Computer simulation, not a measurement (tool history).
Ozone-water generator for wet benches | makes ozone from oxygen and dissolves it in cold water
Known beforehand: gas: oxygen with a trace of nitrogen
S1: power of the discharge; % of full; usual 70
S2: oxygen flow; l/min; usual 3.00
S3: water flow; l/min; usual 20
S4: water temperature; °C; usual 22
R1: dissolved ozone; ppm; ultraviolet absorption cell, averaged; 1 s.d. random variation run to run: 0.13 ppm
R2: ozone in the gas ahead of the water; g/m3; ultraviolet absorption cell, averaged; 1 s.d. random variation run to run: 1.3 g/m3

run,hour,S1,S2,S3,S4,R1,R2
1,0.0,70,3.00,20,22,12.8,229.5
2,49.5,70,3.00,20,22,12.9,231.4
3,123.3,70,3.00,20,22,12.8,230.7
4,192.6,70,3.00,20,22,12.8,230.5
5,232.9,70,3.00,20,22,12.8,231.4
6,271.1,70,3.00,20,22,12.8,231.7
7,303.8,70,3.00,20,22,12.7,232.1
8,356.1,70,3.00,20,22,12.6,231.5
9,423.9,70,3.00,20,22,12.8,231.0
10,488.9,70,3.00,20,22,12.7,233.1
11,564.4,70,3.00,29,22,8.5,231.7
12,622.8,70,3.00,29,22,8.3,232.1
13,659.0,70,3.00,29,15,8.9,231.4
14,706.7,70,3.00,18,22,14.0,234.5
15,754.4,70,3.00,18,22,14.3,232.9
16,810.3,70,3.00,18,22,13.9,233.2
17,843.8,79,3.00,20,22,14.2,256.6
18,906.2,79,3.00,20,22,13.9,253.4
19,938.0,96,2.94,22,24,14.4,296.2
20,1009.1,56,1.88,22,24,7.9,228.7
21,1084.3,56,1.88,22,24,8.0,227.3
22,1141.3,43,4.25,13,30,12.2,145.5
23,1217.0,43,4.25,13,30,12.5,147.7
24,1285.6,82,4.36,23,30,12.4,234.3
25,1325.6,70,4.29,18,22,15.8,209.1
26,1397.8,47,2.86,22,22,8.5,176.0
27,1448.3,97,2.86,22,18,15.0,305.5
# hour 1476.6: water thermometer calibrated
28,1502.4,70,2.63,20,22,11.9,244.1
29,1569.9,43,1.83,29,30,4.3,189.6
30,1630.0,80,4.25,20,22,15.7,233.6
31,1674.4,65,5.13,30,14,10.2,189.6
32,1739.3,95,1.58,30,26,7.4,362.4

A few steps of R2 between consecutive runs. Split each: what settings, incoming material and random variation would produce without the hidden state, and what is left over for the hidden state, along with gauge scatter present in only one of the two compared results (measured, and without hidden state):
The tool's hidden condition here consists of: yield of the discharge, % of new electrodes'; contactor's efficiency, % of a clean one's; true water temperature over the reading, C; drift of the gauge itself on ozone_ppm, %; drift of the gauge itself on gas_g_m3, %.
Run 23 -> 24: S1 43 -> 82, S2 4.25 -> 4.36, S3 13 -> 23. R2 +86.6 g/m3: hidden state +1.5, all else +85.1.
Run 26 -> 27: S1 47 -> 97, S4 22 -> 18. R2 +129.5 g/m3: hidden state +2.3, all else +127.2.
Run 31 -> 32: S1 65 -> 95, S2 5.13 -> 1.58, S4 14 -> 26. R2 +172.8 g/m3: hidden state +3.7, all else +169.1.

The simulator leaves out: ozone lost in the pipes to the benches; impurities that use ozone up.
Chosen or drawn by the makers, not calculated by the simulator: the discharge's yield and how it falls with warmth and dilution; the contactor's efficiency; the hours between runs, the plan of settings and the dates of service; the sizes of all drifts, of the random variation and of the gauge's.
